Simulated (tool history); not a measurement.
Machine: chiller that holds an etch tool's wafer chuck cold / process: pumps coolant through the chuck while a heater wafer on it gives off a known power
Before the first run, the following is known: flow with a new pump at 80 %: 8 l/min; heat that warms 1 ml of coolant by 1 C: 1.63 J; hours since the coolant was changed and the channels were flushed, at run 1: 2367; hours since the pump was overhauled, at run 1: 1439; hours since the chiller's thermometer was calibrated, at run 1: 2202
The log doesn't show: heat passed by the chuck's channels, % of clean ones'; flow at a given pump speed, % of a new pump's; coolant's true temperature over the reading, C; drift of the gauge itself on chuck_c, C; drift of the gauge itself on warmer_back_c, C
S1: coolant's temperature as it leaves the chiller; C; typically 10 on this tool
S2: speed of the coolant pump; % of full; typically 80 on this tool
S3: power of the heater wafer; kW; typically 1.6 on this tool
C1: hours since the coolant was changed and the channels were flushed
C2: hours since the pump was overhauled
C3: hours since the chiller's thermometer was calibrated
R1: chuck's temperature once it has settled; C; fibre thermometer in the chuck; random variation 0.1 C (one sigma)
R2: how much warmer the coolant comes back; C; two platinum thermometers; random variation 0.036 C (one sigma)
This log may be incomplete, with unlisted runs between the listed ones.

Run 1, hour 0: usual settings; C1 2367; C2 1439; C3 2202. Result: R1 26.2 C, R2 7.42 C.
Run 2, hour 113.9: usual settings; C1 2480; C2 1553; C3 2315. Result: R1 26.2 C, R2 7.28 C.
Run 3, hour 215.8: usual settings but S3 1.937 kW; C1 2582; C2 1655; C3 2417. Result: R1 29.7 C, R2 8.89 C.
Run 4, hour 293.5: usual settings but S1 13 C; C1 2660; C2 1733; C3 2495. Result: R1 29.4 C, R2 7.32 C.
Run 5, hour 396.9: usual settings but S2 73 % of full; C1 2763; C2 1836; C3 2599. Result: R1 27.6 C, R2 8.02 C.
Run 6, hour 524.2: usual settings; C1 2891; C2 1963; C3 2726. Result: R1 26.4 C, R2 7.23 C.
Run 7, hour 596.7: usual settings but S1 7 C; C1 2963; C2 2036; C3 2798. Result: R1 23.2 C, R2 7.21 C.
Run 8, hour 653.6: usual settings but S1 1 C, S2 73 % of full; C1 3020; C2 2093; C3 2855. Result: R1 18.6 C, R2 8.05 C.
Run 9, hour 763.5: usual settings but S1 19 C, S3 1.359 kW; C1 3130; C2 2203; C3 2965. Result: R1 32.8 C, R2 6.11 C.
Run 10, hour 830.2: usual settings but S1 14 C, S3 1.301 kW; C1 3197; C2 2269; C3 3032. Result: R1 27.3 C, R2 5.84 C.
Run 11, hour 900.3: usual settings but S1 14 C, S3 1.782 kW; C1 3267; C2 2339; C3 3102. Result: R1 32.2 C, R2 8.11 C.
Run 12, hour 976.4: usual settings but S1 14 C; C1 3343; C2 2415; C3 3178. Result: R1 30.4 C, R2 7.19 C.
Run 13, hour 1073.7: usual settings but S1 5 C, S2 66 % of full, S3 0.927 kW; C1 3440; C2 2513; C3 3275. Result: R1 16.2 C, R2 5.04 C.
Run 14, hour 1188.3: usual settings but S2 74 % of full, S3 0.922 kW; C1 3555; C2 2627; C3 3390. Result: R1 20.2 C, R2 4.41 C.

Predict each of these 5 candidate next runs independently; none follows another, all start after run 14:
Run A, hour 1280.8: usual settings but S1 8 C, S2 90 % of full; C1 3647; C2 2720; C3 3482. Result: R1 ?, R2 ?.
Run B, hour 1280.8: usual settings but S1 14 C, S2 74 % of full, S3 1.666 kW; C1 3647; C2 2720; C3 3482. Result: R1 ?, R2 ?.
Run C, hour 1280.8: usual settings but S1 0 C, S2 71 % of full, S3 0.861 kW; C1 3647; C2 2720; C3 3482. Result: R1 ?, R2 ?.
Run D, hour 1280.8: usual settings but S1 15 C, S2 62 % of full, S3 1.902 kW; C1 3647; C2 2720; C3 3482. Result: R1 ?, R2 ?.
Run E, hour 1280.8: usual settings but S1 6 C; C1 3647; C2 2720; C3 3482. Result: R1 ?, R2 ?.

run    R1     R2
  A  22.8   6.27
  B  32.4   8.07
  C   9.7   4.26
  D  39.1  11.17
  E  22.3   7.14
Without the tool's unlogged condition, the same runs would have read:
run    R1     R2
  A  22.7   6.53
  B  32.3   8.33
  C   9.7   4.53
  D  39.1  11.43
  E  22.3    7.4

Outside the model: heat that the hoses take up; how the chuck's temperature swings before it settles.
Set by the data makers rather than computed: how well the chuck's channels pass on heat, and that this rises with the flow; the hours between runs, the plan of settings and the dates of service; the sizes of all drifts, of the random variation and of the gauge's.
